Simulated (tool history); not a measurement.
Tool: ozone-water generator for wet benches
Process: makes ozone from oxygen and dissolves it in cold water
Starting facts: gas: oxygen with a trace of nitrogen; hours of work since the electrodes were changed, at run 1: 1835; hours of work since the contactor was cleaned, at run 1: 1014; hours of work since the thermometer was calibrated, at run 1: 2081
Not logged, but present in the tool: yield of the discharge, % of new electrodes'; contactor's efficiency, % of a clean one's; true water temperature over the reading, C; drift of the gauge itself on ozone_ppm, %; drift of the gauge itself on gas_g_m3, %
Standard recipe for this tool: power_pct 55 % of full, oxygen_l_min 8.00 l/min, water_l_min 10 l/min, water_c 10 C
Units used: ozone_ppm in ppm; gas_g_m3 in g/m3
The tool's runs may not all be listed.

| run | day | power_pct | oxygen_l_min | water_l_min | water_c | hours of work since the electrodes were changed | hours of work since the contactor was cleaned | hours of work since the thermometer was calibrated | ozone_ppm | gas_g_m3 |
|---|---|---|---|---|---|---|---|---|---|---|
| 1 | 0.000 | 55 | 8.00 | 10 | 10 | 1835 | 1014 | 2081 | 26.8 | 140.6 |
| 2 | 4.321 | 55 | 8.00 | 10 | 10 | 1898 | 1077 | 2145 | 26.8 | 141.1 |
| 3 | 10.092 | 55 | 8.00 | 10 | 10 | 1983 | 1162 | 2229 | 26.7 | 140.8 |
| 4 | 12.971 | 55 | 8.00 | 10 | 12 | 2025 | 1204 | 2271 | 25.3 | 140.2 |
| 5 | 18.050 | 55 | 8.00 | 11 | 10 | 2099 | 1278 | 2345 | 24.8 | 138.9 |
| 6 | 23.962 | 55 | 8.00 | 10 | 17 | 2185 | 1364 | 2431 | 22.6 | 139.5 |
| 7 | 28.150 | 55 | 8.00 | 10 | 5 | 2246 | 1426 | 2493 | 28.9 | 139.8 |
| 8 | 33.671 | 55 | 8.85 | 10 | 10 | 2327 | 1506 | 2573 | 26.2 | 136.1 |
| 9 | 39.446 | 55 | 8.85 | 10 | 10 | 2411 | 1591 | 2658 | 26.0 | 133.6 |
| 10 | 45.508 | 55 | 8.85 | 10 | 10 | 2500 | 1679 | 2746 | 26.1 | 134.3 |
| 11 | 48.717 | 57 | 8.85 | 10 | 10 | 2547 | 1726 | 2793 | 26.2 | 136.8 |
| 12 | 53.079 | 57 | 8.85 | 10 | 10 | 2610 | 1790 | 2857 | 26.5 | 135.6 |
| 13 | 55.704 | 57 | 8.85 | 11 | 10 | 2649 | 1828 | 2895 | 24.7 | 135.7 |
| 14 | 60.412 | 57 | 8.85 | 11 | 10 | 2717 | 1897 | 2964 | 24.4 | 135.3 |
| 15 | 66.650 | 57 | 8.85 | 11 | 10 | 2809 | 1988 | 3055 | 24.5 | 133.2 |
| 16 | 73.062 | 57 | 8.85 | 11 | 10 | 2902 | 2081 | 3149 | 24.3 | 134.6 |
| 17 | 77.208 | 54 | 8.00 | 10 | 10 | 2963 | 2142 | 3209 | 25.3 | 136.4 |
| 18 | 82.288 | 87 | 10.21 | 12 | 5 | 3037 | 2216 | 3283 | 30.9 | 159.9 |
| 19 | 85.762 | 87 | 10.21 | 12 | 5 | 3088 | 2267 | 3334 | 31.2 | 160.0 |
| 20 | 88.775 | 48 | 4.49 | 10 | 10 | 3132 | 2311 | 3378 | 23.1 | 159.5 |
| 21 | 94.912 | 48 | 4.49 | 10 | 10 | 3221 | 2401 | 3468 | 22.9 | 158.3 |
| 22 | 99.900 | 68 | 5.13 | 10 | 7 | 3294 | 2473 | 3540 | 29.7 | 179.4 |
|  | 100.512 | contactor cleaned |
| 23 | 102.775 | 51 | 8.00 | 10 | 5 | 3334 | 33 | 3580 | 25.8 | 130.3 |
| 24 | 106.083 | 51 | 8.00 | 10 | 5 | 3382 | 81 | 3628 | 26.3 | 130.9 |
| 25 | 109.638 | 51 | 8.00 | 10 | 5 | 3434 | 133 | 3680 | 26.2 | 129.0 |
| 26 | 114.950 | 89 | 8.00 | 13 | 5 | 3512 | 211 | 3758 | 27.8 | 174.8 |
| 27 | 119.821 | 89 | 8.00 | 13 | 5 | 3583 | 282 | 3829 | 27.6 | 173.2 |
| 28 | 124.812 | 42 | 5.34 | 10 | 13 | 3656 | 355 | 3902 | 20.0 | 137.8 |
|  | 125.325 | contactor cleaned, once more |
| 29 | 131.233 | 55 | 9.10 | 10 | 10 | 3747 | 86 | 3993 | 25.8 | 128.3 |
| 30 | 134.033 | 55 | 7.00 | 10 | 10 | 3788 | 127 | 4034 | 25.7 | 140.5 |
| 31 | 138.312 | 82 | 11.87 | 15 | 10 | 3850 | 190 | 4097 | 23.3 | 141.5 |
| 32 | 143.242 | 50 | 5.64 | 12 | 6 | 3922 | 262 | 4169 | 22.6 | 145.9 |
| 33 | 147.854 | 46 | 4.26 | 12 | 6 | 3990 | 329 | 4236 | 20.9 | 155.4 |

Consider 3 possible next runs. They are alternatives, not a sequence: every one starts from the tool as it was left by run 33. What does each give?
| A | 153.779 | 55 | 12.10 | 7 | 16 | 4076 | 416 | 4323 | ? | ? |
| B | 153.779 | 51 | 8.00 | 16 | 10 | 4076 | 416 | 4323 | ? | ? |
| C | 153.779 | 55 | 8.00 | 8 | 10 | 4076 | 416 | 4323 | ? | ? |

| run | ozone_ppm | gas_g_m3 |
|---|---|---|
| A | 25.5 | 115.4 |
| B | 16.8 | 129.6 |
| C | 29.5 | 132.1 |
Without the tool's unlogged condition, the same runs would have read:
| run | ozone_ppm | gas_g_m3 |
|---|---|---|
| A | 28.3 | 126.5 |
| B | 18.6 | 141.6 |
| C | 32.7 | 144.9 |
